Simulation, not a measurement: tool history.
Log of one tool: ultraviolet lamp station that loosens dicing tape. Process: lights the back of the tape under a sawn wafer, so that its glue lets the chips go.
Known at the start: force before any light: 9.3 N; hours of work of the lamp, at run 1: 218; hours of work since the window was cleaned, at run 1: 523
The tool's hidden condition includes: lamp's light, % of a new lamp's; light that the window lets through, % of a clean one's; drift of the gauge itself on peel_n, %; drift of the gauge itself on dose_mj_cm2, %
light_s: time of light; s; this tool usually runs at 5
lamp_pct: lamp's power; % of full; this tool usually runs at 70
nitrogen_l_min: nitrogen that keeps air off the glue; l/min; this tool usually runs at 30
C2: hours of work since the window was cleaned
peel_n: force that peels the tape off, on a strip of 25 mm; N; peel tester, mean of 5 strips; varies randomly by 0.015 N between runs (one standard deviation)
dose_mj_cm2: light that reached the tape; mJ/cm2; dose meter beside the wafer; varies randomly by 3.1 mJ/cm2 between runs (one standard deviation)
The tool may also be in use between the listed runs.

{"run": 1, "hour": 0.0, "light_s": 5, "lamp_pct": 70, "nitrogen_l_min": 30, "hours of work of the lamp": 218, "C2": 523, "peel_n": 1.321, "dose_mj_cm2": 352}
{"run": 2, "hour": 64.0, "light_s": 5, "lamp_pct": 70, "nitrogen_l_min": 30, "hours of work of the lamp": 247, "C2": 552, "peel_n": 1.432, "dose_mj_cm2": 343}
{"run": 3, "hour": 104.4, "light_s": 5, "lamp_pct": 70, "nitrogen_l_min": 30, "hours of work of the lamp": 265, "C2": 570, "peel_n": 1.502, "dose_mj_cm2": 342}
{"hour": 133.5, "done": "window cleaned of glue's vapour"}
{"run": 4, "hour": 159.7, "light_s": 5, "lamp_pct": 70, "nitrogen_l_min": 30, "hours of work of the lamp": 289, "C2": 12, "peel_n": 1.78, "dose_mj_cm2": 300}
{"run": 5, "hour": 198.8, "light_s": 5, "lamp_pct": 70, "nitrogen_l_min": 30, "hours of work of the lamp": 307, "C2": 29, "peel_n": 1.862, "dose_mj_cm2": 296}
{"run": 6, "hour": 256.2, "light_s": 5, "lamp_pct": 70, "nitrogen_l_min": 36, "hours of work of the lamp": 333, "C2": 55, "peel_n": 1.692, "dose_mj_cm2": 291}
{"run": 7, "hour": 307.1, "light_s": 5, "lamp_pct": 69, "nitrogen_l_min": 30, "hours of work of the lamp": 356, "C2": 78, "peel_n": 1.98, "dose_mj_cm2": 281}
{"hour": 320.7, "done": "window cleaned of glue's vapour, once more"}
{"run": 8, "hour": 382.5, "light_s": 5, "lamp_pct": 69, "nitrogen_l_min": 30, "hours of work of the lamp": 390, "C2": 28, "peel_n": 1.201, "dose_mj_cm2": 381}
{"run": 9, "hour": 451.9, "light_s": 5, "lamp_pct": 69, "nitrogen_l_min": 30, "hours of work of the lamp": 421, "C2": 59, "peel_n": 1.226, "dose_mj_cm2": 372}
{"run": 10, "hour": 502.3, "light_s": 5, "lamp_pct": 69, "nitrogen_l_min": 30, "hours of work of the lamp": 443, "C2": 82, "peel_n": 1.281, "dose_mj_cm2": 363}
{"run": 11, "hour": 541.7, "light_s": 5, "lamp_pct": 84, "nitrogen_l_min": 30, "hours of work of the lamp": 461, "C2": 100, "peel_n": 0.917, "dose_mj_cm2": 440}
{"run": 12, "hour": 586.0, "light_s": 5, "lamp_pct": 70, "nitrogen_l_min": 30, "hours of work of the lamp": 481, "C2": 119, "peel_n": 1.324, "dose_mj_cm2": 359}
{"run": 13, "hour": 659.4, "light_s": 5, "lamp_pct": 70, "nitrogen_l_min": 30, "hours of work of the lamp": 514, "C2": 153, "peel_n": 1.397, "dose_mj_cm2": 344}
{"run": 14, "hour": 729.1, "light_s": 4, "lamp_pct": 70, "nitrogen_l_min": 30, "hours of work of the lamp": 546, "C2": 184, "peel_n": 2.095, "dose_mj_cm2": 273}
{"run": 15, "hour": 790.9, "light_s": 4, "lamp_pct": 70, "nitrogen_l_min": 30, "hours of work of the lamp": 573, "C2": 212, "peel_n": 2.211, "dose_mj_cm2": 266}
{"run": 16, "hour": 841.1, "light_s": 4, "lamp_pct": 70, "nitrogen_l_min": 30, "hours of work of the lamp": 596, "C2": 234, "peel_n": 2.163, "dose_mj_cm2": 260}
{"run": 17, "hour": 882.0, "light_s": 4, "lamp_pct": 70, "nitrogen_l_min": 30, "hours of work of the lamp": 614, "C2": 253, "peel_n": 2.322, "dose_mj_cm2": 259}
{"run": 18, "hour": 925.5, "light_s": 4, "lamp_pct": 79, "nitrogen_l_min": 30, "hours of work of the lamp": 634, "C2": 272, "peel_n": 1.948, "dose_mj_cm2": 283}
{"run": 19, "hour": 1002.0, "light_s": 4, "lamp_pct": 79, "nitrogen_l_min": 30, "hours of work of the lamp": 668, "C2": 307, "peel_n": 2.051, "dose_mj_cm2": 282}
{"run": 20, "hour": 1058.6, "light_s": 4, "lamp_pct": 79, "nitrogen_l_min": 30, "hours of work of the lamp": 694, "C2": 332, "peel_n": 2.153, "dose_mj_cm2": 269}
{"run": 21, "hour": 1132.4, "light_s": 4, "lamp_pct": 79, "nitrogen_l_min": 30, "hours of work of the lamp": 727, "C2": 366, "peel_n": 2.19, "dose_mj_cm2": 268}
{"run": 22, "hour": 1167.1, "light_s": 4, "lamp_pct": 79, "nitrogen_l_min": 45, "hours of work of the lamp": 743, "C2": 381, "peel_n": 1.944, "dose_mj_cm2": 255}
{"run": 23, "hour": 1243.1, "light_s": 3, "lamp_pct": 87, "nitrogen_l_min": 22, "hours of work of the lamp": 777, "C2": 415, "peel_n": 3.314, "dose_mj_cm2": 207}
{"run": 24, "hour": 1309.3, "light_s": 3, "lamp_pct": 87, "nitrogen_l_min": 22, "hours of work of the lamp": 807, "C2": 445, "peel_n": 3.521, "dose_mj_cm2": 202}
{"run": 25, "hour": 1355.5, "light_s": 4, "lamp_pct": 94, "nitrogen_l_min": 22, "hours of work of the lamp": 828, "C2": 466, "peel_n": 2.215, "dose_mj_cm2": 286}
{"run": 26, "hour": 1426.5, "light_s": 3, "lamp_pct": 94, "nitrogen_l_min": 22, "hours of work of the lamp": 860, "C2": 498, "peel_n": 3.389, "dose_mj_cm2": 207}
{"run": 27, "hour": 1488.7, "light_s": 4, "lamp_pct": 80, "nitrogen_l_min": 10, "hours of work of the lamp": 888, "C2": 526, "peel_n": 3.848, "dose_mj_cm2": 228}
{"run": 28, "hour": 1535.1, "light_s": 10, "lamp_pct": 61, "nitrogen_l_min": 13, "hours of work of the lamp": 909, "C2": 547, "peel_n": 1.572, "dose_mj_cm2": 425}
{"run": 29, "hour": 1575.0, "light_s": 10, "lamp_pct": 61, "nitrogen_l_min": 13, "hours of work of the lamp": 926, "C2": 565, "peel_n": 1.663, "dose_mj_cm2": 416}
{"hour": 1616.5, "done": "window cleaned of glue's vapour"}
{"run": 30, "hour": 1643.4, "light_s": 3, "lamp_pct": 70, "nitrogen_l_min": 25, "hours of work of the lamp": 957, "C2": 12, "peel_n": 3.89, "dose_mj_cm2": 169}
{"run": 31, "hour": 1675.1, "light_s": 2, "lamp_pct": 70, "nitrogen_l_min": 11, "hours of work of the lamp": 971, "C2": 26, "peel_n": 5.966, "dose_mj_cm2": 105}
{"run": 32, "hour": 1718.1, "light_s": 2, "lamp_pct": 70, "nitrogen_l_min": 11, "hours of work of the lamp": 991, "C2": 46, "peel_n": 6.147, "dose_mj_cm2": 108}
{"run": 33, "hour": 1751.4, "light_s": 2, "lamp_pct": 70, "nitrogen_l_min": 11, "hours of work of the lamp": 1006, "C2": 61, "peel_n": 5.939, "dose_mj_cm2": 107}
{"run": 34, "hour": 1795.9, "light_s": 2, "lamp_pct": 75, "nitrogen_l_min": 13, "hours of work of the lamp": 1026, "C2": 81, "peel_n": 5.821, "dose_mj_cm2": 113}
{"hour": 1823.4, "done": "lamp changed"}
{"run": 35, "hour": 1858.9, "light_s": 3, "lamp_pct": 70, "nitrogen_l_min": 45, "hours of work of the lamp": 16, "C2": 109, "peel_n": 1.714, "dose_mj_cm2": 267}
{"run": 36, "hour": 1895.5, "light_s": 8, "lamp_pct": 80, "nitrogen_l_min": 45, "hours of work of the lamp": 32, "C2": 125, "peel_n": 0.131, "dose_mj_cm2": 808}
{"run": 37, "hour": 1944.0, "light_s": 8, "lamp_pct": 80, "nitrogen_l_min": 45, "hours of work of the lamp": 54, "C2": 147, "peel_n": 0.134, "dose_mj_cm2": 795}
{"run": 38, "hour": 1986.9, "light_s": 8, "lamp_pct": 80, "nitrogen_l_min": 45, "hours of work of the lamp": 74, "C2": 166, "peel_n": 0.133, "dose_mj_cm2": 785}
{"run": 39, "hour": 2020.7, "light_s": 8, "lamp_pct": 80, "nitrogen_l_min": 45, "hours of work of the lamp": 89, "C2": 182, "peel_n": 0.129, "dose_mj_cm2": 780}
{"run": 40, "hour": 2067.2, "light_s": 8, "lamp_pct": 80, "nitrogen_l_min": 45, "hours of work of the lamp": 110, "C2": 202, "peel_n": 0.15, "dose_mj_cm2": 763}
{"run": 41, "hour": 2121.4, "light_s": 8, "lamp_pct": 80, "nitrogen_l_min": 45, "hours of work of the lamp": 134, "C2": 227, "peel_n": 0.148, "dose_mj_cm2": 753}
{"run": 42, "hour": 2155.5, "light_s": 8, "lamp_pct": 80, "nitrogen_l_min": 45, "hours of work of the lamp": 150, "C2": 242, "peel_n": 0.147, "dose_mj_cm2": 750}

Expected results for the next run?
{"run": 43, "hour": 2195.9, "light_s": 7, "lamp_pct": 72, "nitrogen_l_min": 18, "hours of work of the lamp": 168, "C2": 260, "peel_n": "?", "dose_mj_cm2": "?"}

Run 43 measured peel_n 0.647 N, dose_mj_cm2 574 mJ/cm2.
The same run, on a tool lacking any hidden state, would have yielded peel_n 0.409 N, dose_mj_cm2 683 mJ/cm2.
